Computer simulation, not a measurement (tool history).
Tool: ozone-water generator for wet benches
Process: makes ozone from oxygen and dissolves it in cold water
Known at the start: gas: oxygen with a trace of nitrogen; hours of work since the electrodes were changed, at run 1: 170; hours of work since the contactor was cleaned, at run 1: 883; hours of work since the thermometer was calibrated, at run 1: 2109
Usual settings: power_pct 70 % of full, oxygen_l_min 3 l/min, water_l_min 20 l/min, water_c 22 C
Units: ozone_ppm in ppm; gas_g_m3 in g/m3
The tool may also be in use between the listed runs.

run,hour,power_pct,oxygen_l_min,water_l_min,water_c,hours of work since the electrodes were changed,hours of work since the contactor was cleaned,hours of work since the thermometer was calibrated,ozone_ppm,gas_g_m3
1,0,70,3,20,22,170,883,2109,15.7,232.9
2,36.8,70,3,20,22,197,910,2136,15.7,234.5
3,85.4,70,3,14,22,233,946,2172,21.3,233
4,116.8,70,3,14,19,256,969,2195,21.9,235
5,165.7,70,3,20,22,292,1005,2231,15.9,233.1
6,207.6,99,3,20,22,323,1036,2262,19.7,293.6
7,237.5,70,3,28,22,345,1058,2284,11.3,233
8,279.9,70,3,28,22,377,1089,2316,11.4,234
9,328.4,70,3,21,22,412,1125,2351,14.9,235.1
10,368.2,70,3,21,22,442,1155,2381,15.1,232.2
11,397,42,2.81,16,25,463,1176,2402,13.2,171.5
12,427.5,50,1.54,20,22,486,1198,2425,11.9,286.8

3 ways to go on from here, each from the tool as it stands after run 12. What would each give?
A,451.8,50,1.54,20,22,504,1216,2443,?,?
B,451.8,50,1.54,21,18,504,1216,2443,?,?
C,451.8,77,4.23,12,22,504,1216,2443,?,?

run,ozone_ppm,gas_g_m3
A,12,287.9
B,11.5,288.4
C,23.9,199.7
Without the tool's hidden state the same runs would have given:
run,ozone_ppm,gas_g_m3
A,12,290.6
B,11.5,291
C,23.9,201.5
